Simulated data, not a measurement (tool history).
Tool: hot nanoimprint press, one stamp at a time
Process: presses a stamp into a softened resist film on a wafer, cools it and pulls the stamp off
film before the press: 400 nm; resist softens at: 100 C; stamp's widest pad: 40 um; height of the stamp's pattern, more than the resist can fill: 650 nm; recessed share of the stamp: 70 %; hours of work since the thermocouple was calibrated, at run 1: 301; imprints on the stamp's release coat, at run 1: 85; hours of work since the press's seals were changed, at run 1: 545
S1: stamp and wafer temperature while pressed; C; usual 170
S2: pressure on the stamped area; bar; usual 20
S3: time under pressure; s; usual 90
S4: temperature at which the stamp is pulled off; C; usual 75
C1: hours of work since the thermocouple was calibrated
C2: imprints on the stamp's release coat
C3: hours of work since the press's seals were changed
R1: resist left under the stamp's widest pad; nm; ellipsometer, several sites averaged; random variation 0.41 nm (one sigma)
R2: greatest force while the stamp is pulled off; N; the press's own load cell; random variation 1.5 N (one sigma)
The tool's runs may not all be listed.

run	hour	S1	S2	S3	S4	C1	C2	C3	R1	R2
1	0	170	20	90	75	301	85	545	190.4	130
2	16.8	170	20	90	75	312	163	556	190.4	126
3	29.3	170	20	90	75	320	220	564	189.8	129
4	55.6	166	20	90	75	337	342	580	233.9	130
5	75.9	166	20	90	75	349	435	593	234.4	130
6	102	170	20	90	75	366	556	610	190.2	127
7	121	170	20	90	75	378	644	622	191	127
# hour 134.6: plate thermocouple calibrated
8	135.8	170	20	90	75	1	698	629	190.7	129
9	153.1	170	20	90	82	12	778	640	190.6	111
# hour 166: stamp cleaned and given a new release coat
10	170.6	170	20	90	82	19	21	648	189.9	109
11	196.2	170	20	90	82	35	140	664	190.1	109
12	213.1	170	20	90	82	46	218	675	190.6	110
13	227.3	170	20	90	75	55	283	684	190.3	128
14	241.6	170	20	90	75	64	349	693	189.8	127
15	258.4	170	20	57	75	75	427	703	224.9	127
16	271.9	170	20	54	76	83	489	712	229.3	126
17	290.3	177	25.3	54	76	95	574	724	144.8	127
18	316.3	160	20	81	75	112	694	740	310.2	128
19	340.7	160	28.8	81	75	127	807	756	285.8	128
# hour 348.3: stamp cleaned and given a new release coat
20	371.8	160	28.8	81	75	143	108	772	284.8	130
21	386.6	160	13	95	79	152	176	781	327.1	117
22	411	178	30.5	90	75	168	289	796	99.9	127
23	430.6	163	20	90	75	180	379	809	269.6	128
24	451.5	163	23.8	90	82	193	476	822	256.9	109
25	470.8	179	20	90	75	206	565	834	115.9	126
26	494.4	179	20	90	75	221	674	849	115.2	127
27	520.3	176	14.7	112	66	237	794	866	143.3	152
# hour 530.7: stamp cleaned and given a new release coat
28	553.4	165	14.7	112	66	254	105	883	255.1	149
29	580.5	172	21.1	77	78	272	230	900	177.6	122

Forecast each of these 5 alternatives for the next run:
A	598.8	170	20	72	77	283	314	912	?	?
B	598.8	159	20	90	76	283	314	912	?	?
C	598.8	169	15.1	108	75	283	314	912	?	?
D	598.8	172	20	90	72	283	314	912	?	?
E	598.8	170	21.1	77	78	283	314	912	?	?

run	R1	R2
A	206.7	124
B	314.8	126
C	209.8	127
D	171	137
E	197.7	119
Without the tool's hidden state the same runs would have given:
run	R1	R2
A	206.8	124
B	314.9	126
C	209.9	127
D	171	137
E	197.7	119
